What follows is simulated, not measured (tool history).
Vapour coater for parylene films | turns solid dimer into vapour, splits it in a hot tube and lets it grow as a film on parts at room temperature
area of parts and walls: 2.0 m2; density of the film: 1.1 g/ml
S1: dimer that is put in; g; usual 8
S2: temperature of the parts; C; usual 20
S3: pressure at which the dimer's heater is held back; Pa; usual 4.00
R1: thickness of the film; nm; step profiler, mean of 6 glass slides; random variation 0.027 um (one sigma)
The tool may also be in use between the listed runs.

| run | day | S1 | S2 | S3 | R1 |
|---|---|---|---|---|---|
| 1 | 0.000 | 8 | 20 | 4.00 | 2000 |
| 2 | 1.504 | 8 | 20 | 4.00 | 1960 |
| 3 | 2.950 | 8 | 15 | 4.00 | 2530 |
| 4 | 4.138 | 8 | 15 | 9.72 | 2200 |
| 5 | 5.562 | 8 | 15 | 9.72 | 2140 |
| 6 | 7.133 | 8 | 20 | 8.96 | 1690 |
| 7 | 8.554 | 8 | 20 | 8.96 | 1680 |
| 8 | 9.958 | 8 | 20 | 5.19 | 1780 |
| 9 | 11.367 | 8 | 20 | 5.19 | 1820 |
| 10 | 12.588 | 8 | 20 | 5.19 | 1800 |
|  | 13.004 | trap's valve overhauled |
| 11 | 13.842 | 6 | 13 | 4.00 | 2290 |
| 12 | 14.638 | 8 | 13 | 4.00 | 2950 |
| 13 | 15.846 | 10 | 31 | 2.23 | 1710 |
| 14 | 17.500 | 8 | 20 | 8.47 | 1900 |
| 15 | 18.354 | 4 | 20 | 2.30 | 1140 |
| 16 | 20.017 | 4 | 20 | 2.30 | 1110 |

5 ways to go on from here, each from the tool as it stands after run 16. What would each give?
| A | 21.100 | 4 | 20 | 2.30 | ? |
| B | 21.100 | 5 | 20 | 4.00 | ? |
| C | 21.100 | 8 | 12 | 3.62 | ? |
| D | 21.100 | 8 | 21 | 3.46 | ? |
| E | 21.100 | 13 | 31 | 4.97 | ? |

| run | R1 |
|---|---|
| A | 1160 |
| B | 1290 |
| C | 3160 |
| D | 2020 |
| E | 1930 |
Without the tool's hidden state the same runs would have given:
| run | R1 |
|---|---|
| A | 1220 |
| B | 1350 |
| C | 3300 |
| D | 2110 |
| E | 2020 |
